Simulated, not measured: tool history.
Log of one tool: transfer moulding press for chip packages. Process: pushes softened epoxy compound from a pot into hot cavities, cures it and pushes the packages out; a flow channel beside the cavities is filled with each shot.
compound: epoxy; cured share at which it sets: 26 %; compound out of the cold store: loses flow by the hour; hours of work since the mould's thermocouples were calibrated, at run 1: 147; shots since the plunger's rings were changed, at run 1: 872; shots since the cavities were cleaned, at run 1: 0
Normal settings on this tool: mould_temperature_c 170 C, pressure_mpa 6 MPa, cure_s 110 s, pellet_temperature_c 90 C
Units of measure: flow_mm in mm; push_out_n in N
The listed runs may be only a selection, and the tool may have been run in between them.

run	hour	mould_temperature_c	pressure_mpa	cure_s	pellet_temperature_c	hours of work since the mould's thermocouples were calibrated	shots since the plunger's rings were changed	shots since the cavities were cleaned	incoming compound's hours out of the cold store	flow_mm	push_out_n
1	0	170	6	110	90	147	872	0	24	759	205
2	43	175	6	110	90	173	1303	431	14.4	749	276
3	77.9	175	6	110	90	194	1652	780	28	719	314
# hour 84.1: cavities cleaned with cleaning compound and waxed
4	149.9	175	6	110	90	236	2358	659	40	681	291
# hour 165.3: cavities cleaned with cleaning compound and waxed
5	198.2	175	4.83	110	90	264	2827	329	34.5	616	251
# hour 249.9: cavities cleaned with cleaning compound and waxed
6	249.9	175	4.83	110	82	294	3330	0	34.8	605	184
# hour 288: mould's thermocouples calibrated
7	300.8	170	6	110	82	8	3819	489	19.4	736	302
# hour 335.3: cavities cleaned with cleaning compound and waxed
8	377.2	170	6	110	82	53	4570	419	16.1	744	296
# hour 420.6: cavities cleaned with cleaning compound and waxed
9	444.8	170	6	110	82	92	5232	243	22.2	709	271
# hour 504.2: cavities cleaned with cleaning compound and waxed
10	504.3	170	6	110	90	127	5813	1	13.9	726	211
# hour 530.4: plunger's sealing rings changed
11	579.7	170	6	110	90	171	494	731	15.1	789	337
# hour 592.7: cavities cleaned with cleaning compound and waxed
12	654.8	170	6	110	93	215	1231	621	33.7	716	307
# hour 675.5: cavities cleaned with cleaning compound and waxed
13	696.1	170	6	110	93	238	1630	206	24	741	246
14	731.8	170	6	110	93	260	1988	564	16.8	760	307
# hour 760.4: cavities cleaned with cleaning compound and waxed
15	785.1	170	6	110	93	291	2507	248	30.2	712	250
16	821.2	170	4.99	143	98	312	2868	609	22.7	669	291
# hour 829: mould's thermocouples calibrated
# hour 845.9: cavities cleaned with cleaning compound and waxed
17	860	170	4.99	143	98	18	3221	140	29	652	222
18	902	170	4.99	143	98	43	3643	562	13.1	695	282
# hour 927.4: cavities cleaned with cleaning compound and waxed
19	936.1	170	5.45	95	98	62	3969	87	26.5	675	277
20	983	170	5.67	110	94	90	4438	556	21.1	709	318
# hour 1012.5: cavities cleaned with cleaning compound and waxed
21	1030.1	170	5.67	110	97	118	4895	175	41	643	237
22	1062	165	6	110	90	137	5215	495	17.8	748	400
# hour 1096.8: cavities cleaned with cleaning compound and waxed
23	1130.9	177	6	142	90	177	5891	343	32.8	662	243
# hour 1149.3: plunger's sealing rings changed
# hour 1182.5: cavities cleaned with cleaning compound and waxed
24	1194	170	6	105	85	213	433	116	46.6	692	228
25	1227.5	170	6	105	85	233	767	450	21.8	745	308
# hour 1263.2: cavities cleaned with cleaning compound and waxed
26	1263.4	168	4.89	126	93	253	1112	2	15.7	691	197
27	1308.3	170	6.06	114	90	280	1562	452	19.3	753	291

Branching from run 27: 3 alternative next runs. What would each branch give?
# hour 1346.2: cavities cleaned with cleaning compound and waxed
# hour 1376.1: mould's thermocouples calibrated
A	1385.8	175	6	110	90	6	2303	377	35.7	?	?
# hour 1346.2: cavities cleaned with cleaning compound and waxed
# hour 1376.1: mould's thermocouples calibrated
B	1385.8	174	6	100	90	6	2303	377	21.3	?	?
# hour 1346.2: cavities cleaned with cleaning compound and waxed
# hour 1376.1: mould's thermocouples calibrated
C	1385.8	170	5.36	114	97	6	2303	377	26.4	?	?

run	flow_mm	push_out_n
A	684	252
B	731	264
C	697	265
Without the tool's unlogged condition, the same runs would have read:
run	flow_mm	push_out_n
A	706	179
B	754	186
C	718	188
